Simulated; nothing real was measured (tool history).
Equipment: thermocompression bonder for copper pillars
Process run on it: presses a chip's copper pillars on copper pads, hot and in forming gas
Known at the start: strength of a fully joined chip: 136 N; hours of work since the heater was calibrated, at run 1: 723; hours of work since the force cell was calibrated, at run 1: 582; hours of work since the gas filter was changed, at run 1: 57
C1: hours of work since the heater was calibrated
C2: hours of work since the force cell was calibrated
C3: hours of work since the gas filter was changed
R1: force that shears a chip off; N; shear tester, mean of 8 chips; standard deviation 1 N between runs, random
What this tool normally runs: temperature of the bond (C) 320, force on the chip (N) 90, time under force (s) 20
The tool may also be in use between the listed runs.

run 1 hour=0.0 | temperature_of_the_bond_(C)=320 force_on_the_chip_(N)=90 time_under_force_(s)=20 | C1=723 C2=582 C3=57 | R1=81.4
run 2 hour=55.1 | temperature_of_the_bond_(C)=320 force_on_the_chip_(N)=79 time_under_force_(s)=20 | C1=751 C2=610 C3=85 | R1=74.7
run 3 hour=85.7 | temperature_of_the_bond_(C)=320 force_on_the_chip_(N)=90 time_under_force_(s)=20 | C1=766 C2=625 C3=100 | R1=78.8
run 4 hour=115.8 | temperature_of_the_bond_(C)=320 force_on_the_chip_(N)=72 time_under_force_(s)=20 | C1=782 C2=641 C3=116 | R1=68.5
run 5 hour=165.6 | temperature_of_the_bond_(C)=320 force_on_the_chip_(N)=90 time_under_force_(s)=20 | C1=807 C2=666 C3=141 | R1=77.2
-- hour=187.6 forming gas filter changed
run 6 hour=206.2 | temperature_of_the_bond_(C)=320 force_on_the_chip_(N)=90 time_under_force_(s)=20 | C1=827 C2=686 C3=9 | R1=79.3
run 7 hour=247.2 | temperature_of_the_bond_(C)=292 force_on_the_chip_(N)=90 time_under_force_(s)=20 | C1=848 C2=707 C3=30 | R1=62.0
run 8 hour=287.8 | temperature_of_the_bond_(C)=292 force_on_the_chip_(N)=90 time_under_force_(s)=20 | C1=869 C2=728 C3=51 | R1=62.2
run 9 hour=345.2 | temperature_of_the_bond_(C)=292 force_on_the_chip_(N)=90 time_under_force_(s)=20 | C1=898 C2=757 C3=80 | R1=58.7
run 10 hour=408.4 | temperature_of_the_bond_(C)=292 force_on_the_chip_(N)=90 time_under_force_(s)=20 | C1=930 C2=789 C3=112 | R1=59.1
run 11 hour=459.3 | temperature_of_the_bond_(C)=292 force_on_the_chip_(N)=90 time_under_force_(s)=20 | C1=956 C2=815 C3=138 | R1=58.0
-- hour=484.8 forming gas filter changed
run 12 hour=506.8 | temperature_of_the_bond_(C)=292 force_on_the_chip_(N)=90 time_under_force_(s)=20 | C1=980 C2=839 C3=11 | R1=61.0
run 13 hour=563.0 | temperature_of_the_bond_(C)=290 force_on_the_chip_(N)=90 time_under_force_(s)=20 | C1=1009 C2=867 C3=40 | R1=58.6
run 14 hour=614.7 | temperature_of_the_bond_(C)=290 force_on_the_chip_(N)=90 time_under_force_(s)=20 | C1=1035 C2=894 C3=66 | R1=58.2
run 15 hour=661.2 | temperature_of_the_bond_(C)=320 force_on_the_chip_(N)=96 time_under_force_(s)=20 | C1=1059 C2=917 C3=90 | R1=80.8
run 16 hour=726.5 | temperature_of_the_bond_(C)=320 force_on_the_chip_(N)=110 time_under_force_(s)=20 | C1=1092 C2=950 C3=123 | R1=86.6
-- hour=782.5 forming gas filter changed
run 17 hour=789.8 | temperature_of_the_bond_(C)=320 force_on_the_chip_(N)=110 time_under_force_(s)=20 | C1=1124 C2=982 C3=4 | R1=90.1
-- hour=797.4 force cell calibrated
run 18 hour=854.7 | temperature_of_the_bond_(C)=320 force_on_the_chip_(N)=110 time_under_force_(s)=20 | C1=1156 C2=29 C3=36 | R1=88.4
run 19 hour=883.2 | temperature_of_the_bond_(C)=343 force_on_the_chip_(N)=84 time_under_force_(s)=16 | C1=1170 C2=44 C3=50 | R1=85.0
run 20 hour=941.1 | temperature_of_the_bond_(C)=331 force_on_the_chip_(N)=84 time_under_force_(s)=16 | C1=1200 C2=73 C3=80 | R1=75.0
run 21 hour=971.8 | temperature_of_the_bond_(C)=331 force_on_the_chip_(N)=84 time_under_force_(s)=16 | C1=1215 C2=89 C3=95 | R1=74.6
-- hour=1014.6 force cell calibrated, once more
run 22 hour=1036.3 | temperature_of_the_bond_(C)=344 force_on_the_chip_(N)=117 time_under_force_(s)=19 | C1=1247 C2=11 C3=128 | R1=103.3
-- hour=1084.5 forming gas filter changed
run 23 hour=1092.4 | temperature_of_the_bond_(C)=326 force_on_the_chip_(N)=90 time_under_force_(s)=46 | C1=1276 C2=39 C3=4 | R1=107.8
run 24 hour=1138.3 | temperature_of_the_bond_(C)=337 force_on_the_chip_(N)=90 time_under_force_(s)=12 | C1=1299 C2=63 C3=27 | R1=79.7
run 25 hour=1199.7 | temperature_of_the_bond_(C)=337 force_on_the_chip_(N)=90 time_under_force_(s)=12 | C1=1330 C2=94 C3=59 | R1=78.5
run 26 hour=1230.3 | temperature_of_the_bond_(C)=337 force_on_the_chip_(N)=62 time_under_force_(s)=38 | C1=1346 C2=109 C3=74 | R1=87.2
run 27 hour=1291.1 | temperature_of_the_bond_(C)=320 force_on_the_chip_(N)=106 time_under_force_(s)=59 | C1=1377 C2=140 C3=105 | R1=109.5
-- hour=1330.8 heater calibrated with a thermocouple chip
run 28 hour=1357.1 | temperature_of_the_bond_(C)=309 force_on_the_chip_(N)=69 time_under_force_(s)=59 | C1=13 C2=173 C3=138 | R1=88.7

Run 29 is up next; what results do you expect?
-- hour=1383.9 forming gas filter changed
run 29 hour=1383.9 | temperature_of_the_bond_(C)=321 force_on_the_chip_(N)=126 time_under_force_(s)=47 | C1=27 C2=186 C3=0 | R1=?

R1: 122.3 N
Without the tool's hidden state the same run would have given R1 122.7 N.
